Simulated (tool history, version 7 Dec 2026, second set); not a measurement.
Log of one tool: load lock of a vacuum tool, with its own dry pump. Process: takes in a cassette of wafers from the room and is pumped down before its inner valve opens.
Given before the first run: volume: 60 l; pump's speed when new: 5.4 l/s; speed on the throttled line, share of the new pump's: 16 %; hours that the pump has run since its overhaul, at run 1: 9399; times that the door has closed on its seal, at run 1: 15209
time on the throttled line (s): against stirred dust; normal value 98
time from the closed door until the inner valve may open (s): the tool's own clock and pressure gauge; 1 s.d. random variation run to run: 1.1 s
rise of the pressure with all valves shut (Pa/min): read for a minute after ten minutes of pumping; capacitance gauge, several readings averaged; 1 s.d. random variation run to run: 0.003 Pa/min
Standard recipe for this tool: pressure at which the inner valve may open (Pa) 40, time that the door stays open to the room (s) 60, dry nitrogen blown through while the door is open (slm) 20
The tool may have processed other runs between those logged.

| run | hour | time on the throttled line (s) | pressure at which the inner valve may open (Pa) | time that the door stays open to the room (s) | dry nitrogen blown through while the door is open (slm) | hours that the pump has run since its overhaul | times that the door has closed on its seal | incoming humidity of the room's air, % | time from the closed door until the inner valve may open (s) | rise of the pressure with all valves shut (Pa/min) |
|---|---|---|---|---|---|---|---|---|---|---|
| 1 | 0 | 98 | 40 | 60 | 20 | 9399 | 15209 | 42.5 | 177.7 | 0.076 |
| 2 | 116.1 | 98 | 40 | 60 | 20 | 9515 | 15474 | 48.4 | 178.7 | 0.084 |
| 3 | 294.8 | 98 | 40 | 54 | 20 | 9694 | 15882 | 43.8 | 179.8 | 0.085 |
| 4 | 477.2 | 98 | 58 | 60 | 20 | 9876 | 16298 | 46.6 | 174.3 | 0.091 |
| 5 | 581.4 | 98 | 40 | 32 | 20 | 9980 | 16536 | 46.4 | 179.1 | 0.083 |
| 6 | 718.3 | 98 | 40 | 32 | 20 | 10117 | 16848 | 47 | 180.9 | 0.087 |
| 7 | 870.3 | 98 | 40 | 32 | 20 | 10269 | 17195 | 46.1 | 180.4 | 0.085 |
| 8 | 973.4 | 98 | 40 | 60 | 20 | 10372 | 17431 | 44.1 | 180.3 | 0.099 |
| 9 | 1129.8 | 98 | 40 | 60 | 20 | 10529 | 17787 | 44.3 | 180.2 | 0.103 |
| 10 | 1307.3 | 170 | 40 | 60 | 20 | 10706 | 18193 | 44.1 | 241.1 | 0.093 |
| 11 | 1473.4 | 170 | 40 | 60 | 20 | 10872 | 18572 | 47.1 | 237.9 | 0.104 |
| 12 | 1633.5 | 170 | 39 | 60 | 20 | 11032 | 18937 | 45 | 237 | 0.107 |
| 13 | 1716.5 | 170 | 39 | 95 | 20 | 11115 | 19127 | 44.7 | 240.4 | 0.111 |
| 14 | 1827.5 | 175 | 40 | 60 | 20 | 11226 | 19380 | 44.2 | 243.3 | 0.104 |
| 15 | 1963.4 | 175 | 40 | 60 | 20 | 11362 | 19690 | 44.7 | 244.6 | 0.1 |
| 16 | 2063.2 | 175 | 40 | 60 | 20 | 11462 | 19918 | 44.8 | 243.2 | 0.11 |
| 17 | 2207.6 | 175 | 40 | 60 | 7 | 11607 | 20248 | 44.3 | 243.1 | 0.121 |
| 18 | 2290.4 | 175 | 40 | 60 | 7 | 11689 | 20436 | 47.1 | 242.6 | 0.129 |
| 19 | 2495.1 | 175 | 40 | 60 | 7 | 11894 | 20904 | 42.2 | 243.6 | 0.131 |
| 20 | 2612.2 | 98 | 51 | 60 | 20 | 12011 | 21171 | 45.2 | 178.2 | 0.113 |
| 21 | 2750.3 | 98 | 34 | 44 | 20 | 12149 | 21486 | 44.8 | 185.2 | 0.118 |
| 22 | 2938.3 | 98 | 34 | 44 | 20 | 12337 | 21915 | 43.8 | 182.8 | 0.117 |
| 23 | 3039.7 | 98 | 40 | 27 | 20 | 12439 | 22147 | 43.7 | 182.6 | 0.109 |
| 24 | 3182.1 | 165 | 59 | 60 | 20 | 12581 | 22472 | 45.7 | 231.5 | 0.127 |
| 25 | 3285.3 | 98 | 29 | 60 | 12 | 12684 | 22707 | 48 | 187.9 | 0.135 |
| 26 | 3417.4 | 98 | 40 | 27 | 13 | 12816 | 23009 | 45.8 | 183.6 | 0.122 |
| 27 | 3575.1 | 98 | 40 | 27 | 13 | 12974 | 23369 | 47.4 | 181.8 | 0.121 |
| 28 | 3661.6 | 185 | 40 | 27 | 26 | 13061 | 23566 | 45.7 | 252.6 | 0.116 |
| 29 | 3789.3 | 108 | 58 | 27 | 26 | 13188 | 23858 | 46.9 | 186 | 0.127 |
| 30 | 3966.2 | 90 | 40 | 51 | 5 | 13365 | 24261 | 48.6 | 177.8 | 0.156 |
| 31 | 4095.9 | 90 | 40 | 51 | 5 | 13495 | 24558 | 42.2 | 174.7 | 0.15 |
| 32 | 4281 | 94 | 67 | 60 | 20 | 13680 | 24980 | 46.3 | 171.7 | 0.138 |
| 33 | 4399.2 | 155 | 47 | 28 | 22 | 13798 | 25250 | 43.6 | 226.9 | 0.129 |
| 34 | 4585.9 | 155 | 47 | 28 | 22 | 13985 | 25676 | 46.5 | 227.8 | 0.139 |
|  | 4790.4 | dry pump taken out, an overhauled one fitted |
| 35 | 4790.4 | 155 | 47 | 28 | 22 | 0 | 26129 | 46.9 | 213.7 | 0.135 |
| 36 | 4949.3 | 155 | 50 | 37 | 22 | 159 | 26492 | 44.3 | 215.7 | 0.147 |
| 37 | 5058.2 | 155 | 50 | 37 | 22 | 268 | 26740 | 44 | 214.3 | 0.146 |

Entry by entry between the runs, the difference in hidden state between the last listed run before and the first listed run after:
Runs 34 to 35: dry pump taken out, an overhauled one fitted (hour 4790.4)
  pump's speed, % of a new pump's: 83.2 -> 98.8; leak at the door's seal, Pa l/s: 0.1233 -> 0.1265
  what was measured, less what the result would be without the hidden state, time from the closed door until the inner valve may open (s): +12.2 -> +0.8; rise of the pressure with all valves shut (Pa/min): +0.122 -> +0.125

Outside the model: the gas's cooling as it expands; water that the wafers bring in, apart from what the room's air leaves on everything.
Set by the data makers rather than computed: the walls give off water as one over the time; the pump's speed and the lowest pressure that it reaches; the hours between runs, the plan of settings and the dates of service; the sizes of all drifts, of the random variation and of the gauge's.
